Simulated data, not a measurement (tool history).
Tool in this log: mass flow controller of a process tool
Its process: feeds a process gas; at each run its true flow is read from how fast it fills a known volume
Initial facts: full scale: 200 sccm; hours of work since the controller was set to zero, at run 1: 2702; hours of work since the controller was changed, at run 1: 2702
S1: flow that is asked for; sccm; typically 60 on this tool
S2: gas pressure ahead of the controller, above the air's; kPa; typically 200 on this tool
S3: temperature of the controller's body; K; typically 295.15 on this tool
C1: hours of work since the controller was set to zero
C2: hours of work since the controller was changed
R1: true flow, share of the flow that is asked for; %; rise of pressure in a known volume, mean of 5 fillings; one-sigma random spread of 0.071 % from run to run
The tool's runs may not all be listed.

{"run": 1, "day": 0.0, "S1": 60, "S2": 200, "S3": 295.15, "C1": 2702, "C2": 2702, "R1": 99.87}
{"run": 2, "day": 5.021, "S1": 60, "S2": 200, "S3": 300.15, "C1": 2751, "C2": 2751, "R1": 99.8}
{"run": 3, "day": 10.433, "S1": 75, "S2": 200, "S3": 295.15, "C1": 2803, "C2": 2803, "R1": 99.7}
{"run": 4, "day": 17.312, "S1": 75, "S2": 200, "S3": 295.15, "C1": 2870, "C2": 2870, "R1": 99.66}
{"run": 5, "day": 24.3, "S1": 60, "S2": 200, "S3": 297.15, "C1": 2938, "C2": 2938, "R1": 99.98}
{"run": 6, "day": 27.542, "S1": 60, "S2": 200, "S3": 297.15, "C1": 2969, "C2": 2969, "R1": 100.06}
{"run": 7, "day": 31.712, "S1": 60, "S2": 200, "S3": 297.15, "C1": 3010, "C2": 3010, "R1": 99.99}
{"run": 8, "day": 37.733, "S1": 60, "S2": 200, "S3": 297.15, "C1": 3068, "C2": 3068, "R1": 99.88}
{"run": 9, "day": 43.679, "S1": 60, "S2": 200, "S3": 297.15, "C1": 3126, "C2": 3126, "R1": 99.86}
{"run": 10, "day": 50.567, "S1": 60, "S2": 200, "S3": 297.15, "C1": 3193, "C2": 3193, "R1": 99.82}
{"run": 11, "day": 55.162, "S1": 60, "S2": 200, "S3": 297.15, "C1": 3237, "C2": 3237, "R1": 99.74}
{"run": 12, "day": 60.342, "S1": 60, "S2": 200, "S3": 299.15, "C1": 3287, "C2": 3287, "R1": 99.78}
{"run": 13, "day": 66.012, "S1": 60, "S2": 200, "S3": 299.15, "C1": 3342, "C2": 3342, "R1": 99.81}
{"run": 14, "day": 72.862, "S1": 60, "S2": 200, "S3": 299.15, "C1": 3409, "C2": 3409, "R1": 99.83}
{"run": 15, "day": 77.517, "S1": 60, "S2": 200, "S3": 299.15, "C1": 3454, "C2": 3454, "R1": 99.82}
{"run": 16, "day": 82.596, "S1": 60, "S2": 159, "S3": 299.15, "C1": 3503, "C2": 3503, "R1": 99.62}
{"run": 17, "day": 88.388, "S1": 60, "S2": 200, "S3": 308.15, "C1": 3560, "C2": 3560, "R1": 99.61}
{"run": 18, "day": 91.229, "S1": 60, "S2": 200, "S3": 308.15, "C1": 3587, "C2": 3587, "R1": 99.59}
{"run": 19, "day": 96.217, "S1": 60, "S2": 200, "S3": 294.15, "C1": 3635, "C2": 3635, "R1": 99.97}
{"run": 20, "day": 100.179, "S1": 60, "S2": 200, "S3": 295.15, "C1": 3674, "C2": 3674, "R1": 99.99}
{"run": 21, "day": 106.762, "S1": 60, "S2": 244, "S3": 295.15, "C1": 3738, "C2": 3738, "R1": 100.21}
{"run": 22, "day": 112.758, "S1": 60, "S2": 244, "S3": 295.15, "C1": 3796, "C2": 3796, "R1": 100.25}
{"run": 23, "day": 117.942, "S1": 60, "S2": 200, "S3": 295.15, "C1": 3846, "C2": 3846, "R1": 100.03}
{"run": 24, "day": 120.829, "S1": 60, "S2": 200, "S3": 295.15, "C1": 3874, "C2": 3874, "R1": 99.87}
{"run": 25, "day": 126.738, "S1": 60, "S2": 200, "S3": 295.15, "C1": 3932, "C2": 3932, "R1": 100.03}
{"run": 26, "day": 129.604, "S1": 122, "S2": 200, "S3": 295.15, "C1": 3959, "C2": 3959, "R1": 99.3}
{"run": 27, "day": 136.604, "S1": 170, "S2": 227, "S3": 300.15, "C1": 4027, "C2": 4027, "R1": 99.54}
{"run": 28, "day": 140.3, "S1": 34, "S2": 262, "S3": 295.15, "C1": 4063, "C2": 4063, "R1": 101.19}
{"run": 29, "day": 147.15, "S1": 34, "S2": 262, "S3": 295.15, "C1": 4130, "C2": 4130, "R1": 101.33}
{"run": 30, "day": 154.017, "S1": 34, "S2": 262, "S3": 295.15, "C1": 4196, "C2": 4196, "R1": 101.37}
{"run": 31, "day": 160.721, "S1": 176, "S2": 200, "S3": 295.15, "C1": 4261, "C2": 4261, "R1": 99.28}
{"run": 32, "day": 166.162, "S1": 176, "S2": 200, "S3": 295.15, "C1": 4314, "C2": 4314, "R1": 99.46}
{"run": 33, "day": 172.071, "S1": 176, "S2": 200, "S3": 295.15, "C1": 4371, "C2": 4371, "R1": 99.32}
{"run": 34, "day": 175.096, "S1": 176, "S2": 200, "S3": 297.15, "C1": 4401, "C2": 4401, "R1": 99.41}
{"run": 35, "day": 180.754, "S1": 180, "S2": 166, "S3": 295.15, "C1": 4456, "C2": 4456, "R1": 99.07}
{"run": 36, "day": 186.308, "S1": 180, "S2": 166, "S3": 295.15, "C1": 4509, "C2": 4509, "R1": 99.08}
{"run": 37, "day": 192.721, "S1": 156, "S2": 240, "S3": 295.15, "C1": 4572, "C2": 4572, "R1": 99.58}
{"run": 38, "day": 195.992, "S1": 34, "S2": 208, "S3": 295.15, "C1": 4603, "C2": 4603, "R1": 101.17}
{"run": 39, "day": 199.1, "S1": 72, "S2": 207, "S3": 296.15, "C1": 4633, "C2": 4633, "R1": 99.88}
{"run": 40, "day": 205.571, "S1": 72, "S2": 207, "S3": 296.15, "C1": 4696, "C2": 4696, "R1": 99.8}
{"run": 41, "day": 209.267, "S1": 72, "S2": 207, "S3": 296.15, "C1": 4732, "C2": 4732, "R1": 99.89}
{"run": 42, "day": 214.892, "S1": 72, "S2": 207, "S3": 296.15, "C1": 4787, "C2": 4787, "R1": 99.83}
{"run": 43, "day": 218.804, "S1": 60, "S2": 200, "S3": 303.15, "C1": 4825, "C2": 4825, "R1": 99.83}
{"run": 44, "day": 225.562, "S1": 20, "S2": 200, "S3": 308.15, "C1": 4890, "C2": 4890, "R1": 102.79}
{"run": 45, "day": 228.638, "S1": 20, "S2": 200, "S3": 308.15, "C1": 4920, "C2": 4920, "R1": 102.59}
{"run": 46, "day": 234.058, "S1": 20, "S2": 200, "S3": 308.15, "C1": 4973, "C2": 4973, "R1": 102.75}
{"run": 47, "day": 240.838, "S1": 26, "S2": 200, "S3": 312.15, "C1": 5038, "C2": 5038, "R1": 101.82}

What if the next run were any one of these 4? Each begins from the tool's condition after run 47:
{"day": 242.988, "done": "controller's zero set anew"}
{"run": "A", "day": 247.358, "S1": 57, "S2": 200, "S3": 298.15, "C1": 42, "C2": 5101, "R1": "?"}
{"day": 242.988, "done": "controller's zero set anew"}
{"run": "B", "day": 247.358, "S1": 124, "S2": 200, "S3": 297.15, "C1": 42, "C2": 5101, "R1": "?"}
{"day": 242.988, "done": "controller's zero set anew"}
{"run": "C", "day": 247.358, "S1": 24, "S2": 179, "S3": 301.15, "C1": 42, "C2": 5101, "R1": "?"}
{"day": 242.988, "done": "controller's zero set anew"}
{"run": "D", "day": 247.358, "S1": 93, "S2": 183, "S3": 296.15, "C1": 42, "C2": 5101, "R1": "?"}

run=A R1=98.48
run=B R1=98.53
run=C R1=98.52
run=D R1=98.48
Stripped of hidden state, with their random variation kept, the same runs would have yielded:
run=A R1=99.67
run=B R1=99.82
run=C R1=99.5
run=D R1=99.74
